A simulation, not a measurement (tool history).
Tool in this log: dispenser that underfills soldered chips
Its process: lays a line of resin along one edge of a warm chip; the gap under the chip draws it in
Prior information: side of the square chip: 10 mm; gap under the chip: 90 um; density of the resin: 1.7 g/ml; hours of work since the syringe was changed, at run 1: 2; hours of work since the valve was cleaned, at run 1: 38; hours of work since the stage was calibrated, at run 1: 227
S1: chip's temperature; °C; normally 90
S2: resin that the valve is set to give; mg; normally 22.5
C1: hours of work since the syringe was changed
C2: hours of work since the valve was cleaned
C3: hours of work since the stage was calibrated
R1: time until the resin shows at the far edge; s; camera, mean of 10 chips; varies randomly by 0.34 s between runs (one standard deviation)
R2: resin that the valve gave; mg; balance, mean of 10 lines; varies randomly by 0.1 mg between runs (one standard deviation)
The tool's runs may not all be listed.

run 1 hour=0 | S1=90 S2=22.5 | C1=2 C2=38 C3=227 | R1=19.5 R2=22.15
run 2 hour=5.9 | S1=90 S2=22.5 | C1=6 C2=42 C3=231 | R1=28.1 R2=22.01
-- hour=7 new syringe of resin
-- hour=16.8 new syringe of resin
run 3 hour=18.7 | S1=79 S2=22.5 | C1=1 C2=51 C3=240 | R1=29.9 R2=21.94
run 4 hour=25.8 | S1=79 S2=22.5 | C1=6 C2=56 C3=245 | R1=45.4 R2=22.06
-- hour=26.9 new syringe of resin
run 5 hour=34 | S1=79 S2=22.5 | C1=5 C2=61 C3=250 | R1=40.8 R2=21.81
-- hour=37 new syringe of resin
run 6 hour=41.9 | S1=79 S2=22.5 | C1=3 C2=66 C3=255 | R1=35.3 R2=21.95
-- hour=47 new syringe of resin
run 7 hour=54.3 | S1=79 S2=22.5 | C1=5 C2=75 C3=264 | R1=41.1 R2=21.81
-- hour=57.4 new syringe of resin
run 8 hour=60.4 | S1=90 S2=22.5 | C1=2 C2=79 C3=268 | R1=19 R2=21.87
-- hour=67.3 new syringe of resin
run 9 hour=68.2 | S1=90 S2=22.5 | C1=1 C2=84 C3=273 | R1=16.7 R2=21.59
run 10 hour=76.1 | S1=100 S2=22.5 | C1=6 C2=89 C3=278 | R1=17.6 R2=21.88
-- hour=77.5 new syringe of resin
-- hour=80.9 dispensing valve cleaned and set on the balance
run 11 hour=83 | S1=93 S2=22.5 | C1=3 C2=1 C3=282 | R1=18.9 R2=22.66
-- hour=88.4 new syringe of resin
run 12 hour=90.8 | S1=93 S2=22.5 | C1=2 C2=7 C3=288 | R1=15.5 R2=22.34
-- hour=98.5 new syringe of resin
run 13 hour=100.5 | S1=93 S2=22.5 | C1=1 C2=13 C3=294 | R1=15.9 R2=22.35
-- hour=109.1 new syringe of resin
run 14 hour=110.7 | S1=90 S2=22.5 | C1=1 C2=20 C3=301 | R1=17.9 R2=22.36
-- hour=119.3 new syringe of resin
run 15 hour=120.5 | S1=90 S2=22.5 | C1=1 C2=27 C3=307 | R1=16.6 R2=22.29
run 16 hour=127.7 | S1=90 S2=22.5 | C1=6 C2=32 C3=312 | R1=26.1 R2=22.25
-- hour=129.8 new syringe of resin
-- hour=139.6 new syringe of resin
run 17 hour=139.6 | S1=90 S2=22.5 | C1=0 C2=39 C3=320 | R1=16.1 R2=22.1
-- hour=149.6 new syringe of resin
run 18 hour=149.6 | S1=85 S2=22.3 | C1=0 C2=46 C3=327 | R1=19.6 R2=22.01
-- hour=159.7 new syringe of resin
run 19 hour=160.3 | S1=85 S2=22.3 | C1=0 C2=53 C3=334 | R1=20.6 R2=21.63
run 20 hour=165.7 | S1=83 S2=22.3 | C1=4 C2=57 C3=338 | R1=31.8 R2=21.82
-- hour=170.1 new syringe of resin
run 21 hour=171.9 | S1=83 S2=22.3 | C1=1 C2=61 C3=342 | R1=24.7 R2=21.75
-- hour=180.5 new syringe of resin
run 22 hour=182.3 | S1=96 S2=20.7 | C1=1 C2=68 C3=349 | R1=14 R2=20.11
run 23 hour=187.8 | S1=90 S2=25.9 | C1=5 C2=72 C3=353 | R1=23.7 R2=25.06
-- hour=190.4 new syringe of resin
run 24 hour=198.8 | S1=90 S2=21.7 | C1=6 C2=79 C3=360 | R1=26.5 R2=21.13
-- hour=200.7 new syringe of resin
run 25 hour=205.5 | S1=77 S2=23.4 | C1=3 C2=84 C3=365 | R1=38 R2=22.69
-- hour=210.4 new syringe of resin
run 26 hour=213.4 | S1=77 S2=23.4 | C1=2 C2=89 C3=370 | R1=32.9 R2=22.69
-- hour=218.4 dispensing valve cleaned and set on the balance
-- hour=221.6 new syringe of resin
run 27 hour=221.8 | S1=80 S2=25.2 | C1=0 C2=2 C3=375 | R1=24.1 R2=25.14
-- hour=231.7 new syringe of resin
run 28 hour=233.8 | S1=88 S2=19.4 | C1=1 C2=10 C3=383 | R1=19.8 R2=19.41
-- hour=241.9 new syringe of resin
run 29 hour=246.4 | S1=76 S2=27.6 | C1=3 C2=19 C3=391 | R1=38.1 R2=27.5
-- hour=252.1 new syringe of resin
run 30 hour=256.7 | S1=92 S2=26.8 | C1=3 C2=26 C3=398 | R1=17.8 R2=26.63
-- hour=262.4 new syringe of resin
run 31 hour=265.9 | S1=91 S2=20 | C1=2 C2=32 C3=404 | R1=18.3 R2=19.85
run 32 hour=271.2 | S1=93 S2=21.3 | C1=6 C2=35 C3=408 | R1=23 R2=20.93
-- hour=272.7 new syringe of resin
run 33 hour=281.2 | S1=90 S2=25.2 | C1=6 C2=42 C3=415 | R1=25.1 R2=24.89
-- hour=283.2 new syringe of resin
run 34 hour=291.1 | S1=88 S2=29.1 | C1=5 C2=49 C3=421 | R1=26.4 R2=28.79

Forecast each of these 3 alternatives for the next run:
-- hour=293.3 new syringe of resin
run A hour=298.6 | S1=90 S2=27.1 | C1=4 C2=54 C3=426 | R1=? R2=?
-- hour=293.3 new syringe of resin
run B hour=298.6 | S1=92 S2=29.2 | C1=4 C2=54 C3=426 | R1=? R2=?
-- hour=293.3 new syringe of resin
run C hour=298.6 | S1=84 S2=28 | C1=4 C2=54 C3=426 | R1=? R2=?

run=A R1=20.9 R2=26.45
run=B R1=18.5 R2=28.9
run=C R1=26.7 R2=27.7
Had the tool no hidden state, the same runs would have come out as:
run=A R1=16.5 R2=26.88
run=B R1=14.6 R2=29.36
run=C R1=21.1 R2=28.14
